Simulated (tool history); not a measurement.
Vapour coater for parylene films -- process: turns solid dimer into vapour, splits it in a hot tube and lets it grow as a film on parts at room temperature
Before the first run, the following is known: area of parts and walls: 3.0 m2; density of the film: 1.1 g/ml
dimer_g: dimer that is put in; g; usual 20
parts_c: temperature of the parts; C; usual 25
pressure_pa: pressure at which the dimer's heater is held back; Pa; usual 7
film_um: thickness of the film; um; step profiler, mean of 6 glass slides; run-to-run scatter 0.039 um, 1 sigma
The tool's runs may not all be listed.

{"run": 1, "hour": 0.0, "dimer_g": 20, "parts_c": 25, "pressure_pa": 7, "film_um": 3.91}
{"run": 2, "hour": 43.9, "dimer_g": 20, "parts_c": 25, "pressure_pa": 7, "film_um": 3.83}
{"run": 3, "hour": 113.6, "dimer_g": 20, "parts_c": 25, "pressure_pa": 7, "film_um": 3.85}
{"run": 4, "hour": 156.3, "dimer_g": 20, "parts_c": 25, "pressure_pa": 3.57, "film_um": 4.01}
{"run": 5, "hour": 192.2, "dimer_g": 20, "parts_c": 25, "pressure_pa": 3.57, "film_um": 4.03}
{"hour": 196.4, "done": "table's thermometer calibrated"}
{"run": 6, "hour": 255.1, "dimer_g": 20, "parts_c": 25, "pressure_pa": 10.72, "film_um": 3.51}
{"run": 7, "hour": 315.5, "dimer_g": 20, "parts_c": 25, "pressure_pa": 11.08, "film_um": 3.45}
{"run": 8, "hour": 383.4, "dimer_g": 35, "parts_c": 25, "pressure_pa": 11.08, "film_um": 6.01}
{"run": 9, "hour": 415.9, "dimer_g": 20, "parts_c": 25, "pressure_pa": 9.2, "film_um": 3.5}
{"hour": 473.8, "done": "trap's valve overhauled"}
{"run": 10, "hour": 487.7, "dimer_g": 10, "parts_c": 31, "pressure_pa": 9.49, "film_um": 1.49}
{"hour": 515.2, "done": "table's thermometer calibrated, once more"}
{"run": 11, "hour": 555.4, "dimer_g": 15, "parts_c": 21, "pressure_pa": 3.8, "film_um": 4.01}
{"run": 12, "hour": 604.2, "dimer_g": 15, "parts_c": 21, "pressure_pa": 3.8, "film_um": 3.93}
{"run": 13, "hour": 671.9, "dimer_g": 32, "parts_c": 25, "pressure_pa": 8.32, "film_um": 6.45}

Run 14 has not been measured yet. What should we expect?
{"run": 14, "hour": 705.3, "dimer_g": 32, "parts_c": 25, "pressure_pa": 8.32, "film_um": "?"}

film_um: 6.29 um
Were there no unlogged condition in the tool, this run, its random variation unchanged, would have produced film_um 6.57 um.
